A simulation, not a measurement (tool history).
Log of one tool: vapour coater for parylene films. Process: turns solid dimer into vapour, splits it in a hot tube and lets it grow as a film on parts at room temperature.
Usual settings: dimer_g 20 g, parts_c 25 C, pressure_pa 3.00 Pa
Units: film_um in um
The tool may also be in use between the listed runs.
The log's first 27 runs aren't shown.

run 28 hour=324.5 | dimer_g=20 parts_c=23 pressure_pa=3.57 | film_um=9.34
run 29 hour=334.2 | dimer_g=15 parts_c=27 pressure_pa=11.35 | film_um=5.43
-- hour=347.5 table's thermometer calibrated, once more
run 30 hour=350.8 | dimer_g=20 parts_c=24 pressure_pa=3.00 | film_um=8.72
run 31 hour=361.4 | dimer_g=20 parts_c=24 pressure_pa=3.00 | film_um=8.82
run 32 hour=378.1 | dimer_g=36 parts_c=26 pressure_pa=3.00 | film_um=14.32
run 33 hour=391.0 | dimer_g=36 parts_c=26 pressure_pa=3.00 | film_um=14.42
run 34 hour=401.2 | dimer_g=12 parts_c=36 pressure_pa=5.03 | film_um=2.89
run 35 hour=417.3 | dimer_g=12 parts_c=36 pressure_pa=5.03 | film_um=2.90
run 36 hour=428.5 | dimer_g=30 parts_c=18 pressure_pa=5.03 | film_um=17.16
run 37 hour=437.4 | dimer_g=12 parts_c=25 pressure_pa=3.00 | film_um=5.04
run 38 hour=451.3 | dimer_g=12 parts_c=25 pressure_pa=3.00 | film_um=5.03
run 39 hour=467.7 | dimer_g=12 parts_c=25 pressure_pa=7.42 | film_um=4.73
run 40 hour=476.4 | dimer_g=10 parts_c=19 pressure_pa=2.23 | film_um=5.64
run 41 hour=484.9 | dimer_g=10 parts_c=19 pressure_pa=5.13 | film_um=5.40
run 42 hour=499.2 | dimer_g=20 parts_c=25 pressure_pa=2.52 | film_um=8.44
run 43 hour=516.3 | dimer_g=20 parts_c=21 pressure_pa=3.00 | film_um=10.02
run 44 hour=525.0 | dimer_g=20 parts_c=21 pressure_pa=3.00 | film_um=10.02

3 ways to go on from here, each from the tool as it stands after run 44. What would each give?
run A hour=540.7 | dimer_g=21 parts_c=27 pressure_pa=4.33 | film_um=?
run B hour=540.7 | dimer_g=9 parts_c=17 pressure_pa=3.58 | film_um=?
run C hour=540.7 | dimer_g=20 parts_c=21 pressure_pa=3.03 | film_um=?

run=A film_um=7.79
run=B film_um=5.43
run=C film_um=9.94
Without the tool's hidden state the same runs would have given:
run=A film_um=8.12
run=B film_um=5.66
run=C film_um=10.37

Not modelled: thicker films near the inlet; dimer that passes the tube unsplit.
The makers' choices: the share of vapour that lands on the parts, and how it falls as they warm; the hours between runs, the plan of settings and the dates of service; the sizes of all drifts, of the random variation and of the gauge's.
